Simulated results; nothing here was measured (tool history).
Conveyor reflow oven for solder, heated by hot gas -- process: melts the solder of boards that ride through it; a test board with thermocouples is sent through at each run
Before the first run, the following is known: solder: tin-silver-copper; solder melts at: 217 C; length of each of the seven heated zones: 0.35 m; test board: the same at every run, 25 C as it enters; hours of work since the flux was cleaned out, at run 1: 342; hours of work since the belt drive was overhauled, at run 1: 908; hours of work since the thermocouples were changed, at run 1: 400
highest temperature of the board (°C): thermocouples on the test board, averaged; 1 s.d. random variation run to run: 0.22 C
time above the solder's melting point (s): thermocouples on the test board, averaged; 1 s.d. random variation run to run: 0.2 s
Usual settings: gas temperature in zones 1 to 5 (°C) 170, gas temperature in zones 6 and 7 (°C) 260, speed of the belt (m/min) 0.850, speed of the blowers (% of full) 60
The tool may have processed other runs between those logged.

run,day,gas temperature in zones 1 to 5 (°C),gas temperature in zones 6 and 7 (°C),speed of the belt (m/min),speed of the blowers (% of full),hours of work since the flux was cleaned out,hours of work since the belt drive was overhauled,hours of work since the thermocouples were changed,highest temperature of the board (°C),time above the solder's melting point (s)
1,0.000,170,260,0.850,60,342,908,400,237.6,26.1
2,1.804,170,260,0.850,60,364,931,422,237.1,25.8
# day 2.458: flux residue cleaned out of gas plates and filters
# day 2.625: belt drive overhauled, speed set with a stopwatch
3,4.504,170,260,0.850,60,23,23,451,240.9,29.7
4,6.775,170,260,0.850,60,51,51,479,240.4,29.5
5,8.921,170,260,0.807,60,78,78,505,242.3,32.8
6,10.892,172,260,0.850,60,102,102,529,240.8,30.5
7,12.112,172,260,0.850,60,117,117,544,241.0,30.0
# day 14.325: belt drive overhauled, speed set with a stopwatch, once more
8,14.721,172,260,0.850,60,147,5,574,239.3,27.4
9,16.858,172,260,0.850,60,173,31,601,239.1,27.2
10,18.271,172,260,0.850,60,191,49,618,238.5,26.7
11,20.762,172,260,0.850,60,221,79,649,238.3,27.1
12,22.783,172,249,0.850,60,246,104,674,229.7,19.2
13,25.167,170,257,0.850,60,275,133,703,235.4,23.8
14,26.317,170,260,0.975,60,290,148,717,232.3,16.7
15,27.571,170,274,0.850,60,305,163,733,248.6,32.7
16,29.875,170,269,0.850,63,333,191,761,245.1,31.2
17,31.075,170,269,0.850,66,348,206,776,246.1,31.7
18,32.717,165,260,0.850,52,368,226,796,233.3,20.1
# day 33.067: flux residue cleaned out of gas plates and filters
19,35.300,165,260,0.850,52,27,256,825,236.5,23.8
20,36.729,170,265,0.768,65,45,273,843,249.4,37.9
21,37.892,170,255,0.718,55,59,288,857,240.3,34.4
22,39.446,170,249,0.718,90,79,307,876,240.6,37.6
23,40.954,171,254,0.872,60,97,325,895,234.1,22.7
24,42.983,170,254,0.709,59,122,350,920,240.6,35.6
25,45.217,158,254,0.951,74,150,378,947,231.2,16.5
26,47.342,170,260,0.872,60,176,404,973,238.6,25.9
27,49.750,170,260,0.872,60,205,434,1003,238.0,25.3
28,51.371,170,260,0.872,60,225,454,1023,238.0,25.4
29,52.583,170,260,0.872,60,240,468,1038,237.9,25.6
30,54.488,170,260,0.807,60,264,492,1061,240.4,30.5

3 options for the next run, each taken on its own from the tool as it stands now. Forecast them:
A,56.633,170,260,0.941,60,290,518,1088,?,?
B,56.633,165,260,0.838,84,290,518,1088,?,?
C,56.633,180,250,0.850,56,290,518,1088,?,?

run,highest temperature of the board (°C),time above the solder's melting point (s)
A,234.1,20.4
B,243.4,30.4
C,232.3,23.3
Stripped of hidden state, with their random variation kept, the same runs would have yielded:
run,highest temperature of the board (°C),time above the solder's melting point (s)
A,234.7,21.1
B,243.9,30.9
C,232.2,23.5
